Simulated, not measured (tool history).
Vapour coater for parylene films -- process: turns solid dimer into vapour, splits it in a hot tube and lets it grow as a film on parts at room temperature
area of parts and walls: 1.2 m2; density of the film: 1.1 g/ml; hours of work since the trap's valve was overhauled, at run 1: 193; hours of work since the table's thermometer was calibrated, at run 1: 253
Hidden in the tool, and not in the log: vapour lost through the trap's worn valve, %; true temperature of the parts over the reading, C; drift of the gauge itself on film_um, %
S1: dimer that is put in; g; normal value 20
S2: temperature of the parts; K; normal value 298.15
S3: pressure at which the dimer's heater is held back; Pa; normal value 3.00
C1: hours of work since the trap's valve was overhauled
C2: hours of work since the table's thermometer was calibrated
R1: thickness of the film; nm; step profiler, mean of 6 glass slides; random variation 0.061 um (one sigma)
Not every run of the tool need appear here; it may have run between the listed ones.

| run | day | S1 | S2 | S3 | C1 | C2 | R1 |
|---|---|---|---|---|---|---|---|
| 1 | 0.000 | 20 | 298.15 | 3.00 | 193 | 253 | 6670 |
| 2 | 0.488 | 20 | 298.15 | 3.00 | 202 | 262 | 6560 |
| 3 | 1.275 | 20 | 298.15 | 2.54 | 217 | 277 | 6630 |
| 4 | 2.017 | 20 | 298.15 | 3.00 | 232 | 291 | 6530 |
| 5 | 2.417 | 20 | 298.15 | 3.00 | 239 | 299 | 6470 |
| 6 | 3.012 | 20 | 294.15 | 3.00 | 251 | 310 | 7590 |
| 7 | 3.650 | 15 | 298.15 | 3.00 | 263 | 322 | 4850 |
| 8 | 4.167 | 20 | 298.15 | 3.00 | 273 | 332 | 6520 |
| 9 | 4.925 | 20 | 308.15 | 6.62 | 287 | 347 | 4090 |
| 10 | 5.529 | 15 | 295.15 | 7.11 | 299 | 359 | 5090 |
| 11 | 6.033 | 15 | 295.15 | 7.11 | 309 | 368 | 5080 |
|  | 6.246 | trap's valve overhauled |
| 12 | 7.062 | 15 | 295.15 | 7.11 | 16 | 385 | 4740 |
| 13 | 7.629 | 15 | 295.15 | 7.11 | 27 | 396 | 4660 |
| 14 | 8.142 | 15 | 295.15 | 7.11 | 36 | 405 | 4700 |
| 15 | 8.912 | 15 | 295.15 | 7.11 | 51 | 420 | 4700 |

Each row is a separate what-if for the run after 15, all from the same tool condition, not one after another. Results?
| A | 9.521 | 28 | 302.15 | 2.33 | 63 | 432 | ? |
| B | 9.521 | 13 | 295.15 | 6.49 | 63 | 432 | ? |
| C | 9.521 | 9 | 293.15 | 3.99 | 63 | 432 | ? |
| D | 9.521 | 28 | 298.15 | 3.00 | 63 | 432 | ? |
| E | 9.521 | 20 | 302.15 | 2.34 | 63 | 432 | ? |

| run | R1 |
|---|---|
| A | 7070 |
| B | 4000 |
| C | 3100 |
| D | 8120 |
| E | 4990 |
What these runs would have given with no unlogged condition in the tool:
| run | R1 |
|---|---|
| A | 8850 |
| B | 5010 |
| C | 3880 |
| D | 10150 |
| E | 6250 |
